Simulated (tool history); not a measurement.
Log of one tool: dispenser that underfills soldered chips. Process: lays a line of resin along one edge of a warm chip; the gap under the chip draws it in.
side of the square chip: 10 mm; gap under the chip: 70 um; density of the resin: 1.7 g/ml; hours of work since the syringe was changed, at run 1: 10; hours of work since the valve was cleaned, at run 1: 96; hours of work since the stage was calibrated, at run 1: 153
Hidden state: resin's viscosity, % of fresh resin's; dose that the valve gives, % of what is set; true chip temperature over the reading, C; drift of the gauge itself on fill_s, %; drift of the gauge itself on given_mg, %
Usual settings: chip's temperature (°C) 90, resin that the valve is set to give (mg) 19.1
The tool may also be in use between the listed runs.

run	hour	chip's temperature (°C)	resin that the valve is set to give (mg)	hours of work since the syringe was changed	hours of work since the valve was cleaned	hours of work since the stage was calibrated	time until the resin shows at the far edge (s)	resin that the valve gave (mg)
1	0.0	90	19.1	10	96	153	91.5	17.89
# hour 1.4: new syringe of resin
# hour 2.4: dispensing valve cleaned and set on the balance
2	8.7	90	19.1	4	4	158	62.3	19.10
3	16.3	90	20.4	9	9	163	84.0	20.51
# hour 19.5: new syringe of resin
4	21.8	90	20.4	1	12	166	55.0	20.38
5	25.8	90	17.4	4	15	169	66.2	17.20
6	32.3	96	19.1	8	19	173	63.0	18.93
# hour 37.1: new syringe of resin
7	39.9	96	19.1	2	24	178	41.8	18.95
8	46.3	96	19.1	6	28	182	53.3	18.88
9	49.5	90	19.1	8	30	184	81.1	18.71
# hour 54.1: new syringe of resin
10	56.2	90	19.1	1	34	188	54.2	18.79
11	62.1	90	19.1	5	38	192	69.0	18.56
12	69.7	90	21.4	10	43	197	93.2	20.81
# hour 71.5: new syringe of resin
13	73.5	90	19.1	1	45	199	57.8	18.58
14	77.8	90	19.1	4	48	202	66.3	18.37
15	81.3	90	19.1	6	50	204	76.8	18.48
16	87.6	96	19.1	10	54	208	72.4	18.46
# hour 88.5: new syringe of resin
17	94.1	96	19.1	4	58	212	48.2	18.40
18	100.4	90	19.1	8	62	216	81.0	18.46
19	103.7	92	19.2	10	64	218	83.3	18.47
# hour 105.9: new syringe of resin
20	109.1	95	22.6	2	67	221	45.3	21.66
21	112.9	89	18.4	5	70	224	72.7	17.56
22	117.4	89	18.4	7	73	227	86.0	17.68

The next listed run, before its measurement:
23	121.8	104	21.0	10	75	229	?	?

{"run 23": {"time until the resin shows at the far edge (s)": 50.3, "resin that the valve gave (mg)": 20.0}}
Without the tool's hidden state the same run would have given time until the resin shows at the far edge (s) 25.4, resin that the valve gave (mg) 20.95.

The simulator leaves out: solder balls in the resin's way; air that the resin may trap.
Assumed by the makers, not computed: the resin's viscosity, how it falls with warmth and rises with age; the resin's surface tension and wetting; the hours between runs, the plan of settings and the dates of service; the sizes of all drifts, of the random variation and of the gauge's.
